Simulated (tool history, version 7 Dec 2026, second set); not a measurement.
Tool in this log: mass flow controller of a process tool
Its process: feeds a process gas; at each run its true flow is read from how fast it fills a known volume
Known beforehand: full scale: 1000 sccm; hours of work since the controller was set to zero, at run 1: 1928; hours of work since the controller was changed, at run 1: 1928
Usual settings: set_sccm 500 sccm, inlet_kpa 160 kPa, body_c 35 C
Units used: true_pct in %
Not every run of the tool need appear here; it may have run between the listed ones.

run,day,set_sccm,inlet_kpa,body_c,hours of work since the controller was set to zero,hours of work since the controller was changed,true_pct
1,0.000,500,160,35,1928,1928,99.55
2,10.812,500,160,35,2027,2027,99.38
3,18.525,500,160,35,2098,2098,99.51
4,29.967,500,181,35,2203,2203,99.42
5,40.925,500,181,35,2303,2303,99.47
6,53.508,500,181,35,2418,2418,99.50
7,65.221,500,276,35,2525,2525,99.23
8,72.792,500,276,35,2594,2594,99.20
9,84.979,500,276,35,2706,2706,99.23
10,93.221,500,276,35,2781,2781,99.24
11,104.475,500,276,35,2884,2884,99.11
12,112.162,500,276,35,2954,2954,99.26
13,120.212,500,160,35,3028,3028,99.50
14,132.967,500,160,35,3145,3145,99.51
15,138.829,277,160,35,3198,3198,98.87
16,149.004,277,160,35,3291,3291,98.85
17,156.254,500,160,23,3358,3358,98.34
18,163.629,500,160,23,3425,3425,98.37
19,175.942,500,160,23,3538,3538,98.37
20,188.125,500,160,23,3649,3649,98.44
21,201.483,301,160,28,3772,3772,98.29
22,210.738,301,160,28,3856,3856,98.23
23,223.838,500,160,23,3976,3976,98.33
24,236.471,348,194,37,4092,4092,99.17
25,242.758,164,160,35,4149,4149,98.55
26,248.575,247,154,36,4202,4202,99.01
27,256.271,123,192,36,4273,4273,98.42
28,266.662,912,160,35,4368,4368,100.89
29,274.633,139,160,21,4441,4441,97.05
30,286.246,177,160,23,4547,4547,97.47
31,299.133,245,153,27,4665,4665,97.98
32,305.958,184,153,22,4727,4727,97.29
33,315.171,184,153,22,4811,4811,97.42
34,321.650,306,144,36,4871,4871,99.15
35,331.346,500,173,34,4959,4959,99.55
36,339.504,117,173,34,5034,5034,98.19
37,348.938,500,160,35,5120,5120,99.61

4 ways to go on from here, each from the tool as it stands after run 37. What would each give?
A,357.279,280,271,31,5197,5197,?
B,357.279,500,160,24,5197,5197,?
C,357.279,394,280,21,5197,5197,?
D,357.279,155,160,27,5197,5197,?

run,true_pct
A,98.00
B,98.46
C,97.63
D,97.68
With no hidden state in the tool, these same runs would have given:
run,true_pct
A,98.00
B,98.46
C,97.62
D,97.69
